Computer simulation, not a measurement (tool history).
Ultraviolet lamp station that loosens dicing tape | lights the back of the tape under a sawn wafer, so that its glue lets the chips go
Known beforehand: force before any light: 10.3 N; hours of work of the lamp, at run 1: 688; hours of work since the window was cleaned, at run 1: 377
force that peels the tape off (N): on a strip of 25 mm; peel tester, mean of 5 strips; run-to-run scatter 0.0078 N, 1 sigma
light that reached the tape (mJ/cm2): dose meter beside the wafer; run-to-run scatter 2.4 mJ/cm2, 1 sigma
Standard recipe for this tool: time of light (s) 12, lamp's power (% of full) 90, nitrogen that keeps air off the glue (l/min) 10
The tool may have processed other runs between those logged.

run    hour  time of light (s)  lamp's power (% of full)  nitrogen that keeps air off the glue (l/min)  hours of work of the lamp  hours of work since the window was cleaned  force that peels the tape off (N)  light that reached the tape (mJ/cm2)
  1       0                 12                        90                                            10                        688                                         377                              0.441                                   220
  2    27.3                 12                        90                                            10                        703                                         392                              0.446                                   215
  3    55.8                 12                        90                                            10                        719                                         408                              0.439                                   213
  4    88.2                  8                        90                                            10                        737                                         426                              1.053                                   137
  5   106.5                 12                        90                                            10                        748                                         436                              0.466                                   212
  6   132.8                 12                        90                                            10                        762                                         451                              0.469                                   212
  7   171.4                 12                        90                                            10                        784                                         472                              0.473                                   208
  8   199.7                 12                        90                                            10                        799                                         488                              0.488                                   208
  9     226                 12                        90                                            10                        814                                         503                              0.493                                   208
 10   254.5                 12                        90                                            10                        830                                         519                              0.477                                   203
 11   289.1                 12                        90                                            10                        849                                         538                              0.492                                   202
 12   319.6                 12                        90                                            10                        866                                         555                              0.512                                   199
 13   358.9                 12                        90                                             7                        888                                         577                              0.719                                   198
 14   381.8                 12                        84                                            10                        901                                         590                              0.621                                   184
 15   425.1                  8                        84                                            10                        925                                         614                              1.431                                   123
 16   461.2                  7                        90                                            10                        945                                         634                              1.641                                   113
 17   480.5                  7                        90                                            10                        956                                         645                              1.643                                   113
      483.5  -- window cleaned of glue's vapour
 18   503.9                  7                        76                                            10                        969                                          11                              1.934                                   104
 19     527                 12                        90                                            10                        981                                          24                              0.524                                   207
 20   551.3                 12                        90                                            10                        995                                          38                              0.511                                   199
 21     594                 12                        90                                            10                       1019                                          62                               0.53                                   200
 22     636                 12                        90                                            10                       1042                                          85                              0.548                                   194
 23   666.4                 12                        90                                            10                       1059                                         102                              0.522                                   199
 24   707.3                  7                        61                                            13                       1082                                         125                              2.505                                    78
 25   736.7                  9                        82                                             3                       1098                                         141                              2.818                                   130
 26   769.7                 24                        72                                             8                       1117                                         159                              0.284                                   303
 27   787.5                  7                        68                                            18                       1126                                         169                              1.835                                    81
 28   825.7                 19                        90                                             5                       1148                                         191                              0.411                                   296
 29   863.2                 13                        90                                            10                       1169                                         211                              0.498                                   202
 30   886.1                 13                        90                                            10                       1181                                         224                              0.512                                   200
 31   926.9                  9                        88                                            10                       1204                                         247                              1.188                                   132
 32   966.4                 12                        63                                             5                       1226                                         269                              2.139                                   128
 33     989                 12                        90                                             8                       1239                                         281                              0.808                                   182
 34  1013.2                 12                        90                                             8                       1252                                         295                                0.8                                   181
 35  1043.4                 12                        90                                             8                       1269                                         312                              0.818                                   174
 36  1065.9                 12                        90                                             8                       1281                                         324                              0.834                                   177
 37  1090.9                  7                        62                                             9                       1295                                         338                               3.37                                    72
 38  1120.3                  8                        95                                             7                       1312                                         355                              1.707                                   123
 39  1155.9                 12                        93                                            10                       1332                                         374                              0.634                                   179
 40  1196.6                  9                        93                                             4                       1354                                         397                              2.355                                   131
 41  1228.5                  9                        93                                             4                       1372                                         415                              2.336                                   132
 42  1269.4                  8                        74                                            10                       1395                                         438                              2.175                                    92
 43  1301.5                  8                        74                                            10                       1413                                         456                               2.28                                    91

Table of differences, measured result less the result of that run with no hidden state. Run-to-run variation is the same in both. Gauge scatter possibly is not:
The tool's hidden condition here consists of: lamp's light, % of a new lamp's; light that the window lets through, % of a clean one's; drift of the gauge itself on peel_n, %; drift of the gauge itself on dose_mj_cm2, %.
run  force that peels the tape off (N)  light that reached the tape (mJ/cm2)
  1                             +0.142                                   -55
  2                             +0.145                                   -56
  3                             +0.149                                   -57
  4                             +0.416                                   -38
  5                             +0.163                                   -60
  6                             +0.167                                   -61
  7                             +0.175                                   -63
  8                             +0.184                                   -64
  9                             +0.189                                   -65
 10                             +0.187                                   -66
 11                             +0.196                                   -68
 12                             +0.208                                   -69
 13                             +0.334                                   -71
 14                             +0.282                                   -67
 15                             +0.672                                   -46
 16                             +0.766                                   -44
 17                             +0.776                                   -45
 18                             +0.758                                   -33
 19                             +0.208                                   -69
 20                              +0.21                                   -69
 21                             +0.224                                   -71
 22                             +0.237                                   -73
 23                             +0.235                                   -75
 24                             +1.017                                   -31
 25                             +1.109                                   -53
 26                             +0.066                                  -127
 27                             +0.876                                   -35
 28                             +0.171                                  -130
 29                             +0.233                                   -91
 30                             +0.239                                   -92
 31                             +0.651                                   -64
 32                             +1.067                                   -62
 33                             +0.448                                   -90
 34                             +0.446                                   -91
 35                             +0.459                                   -92
 36                             +0.473                                   -93
 37                             +1.486                                   -39
 38                             +0.961                                   -68
 39                             +0.355                                  -101
 40                             +1.276                                   -77
 41                             +1.276                                   -79
 42                             +1.231                                   -56
 43                               +1.3                                   -57

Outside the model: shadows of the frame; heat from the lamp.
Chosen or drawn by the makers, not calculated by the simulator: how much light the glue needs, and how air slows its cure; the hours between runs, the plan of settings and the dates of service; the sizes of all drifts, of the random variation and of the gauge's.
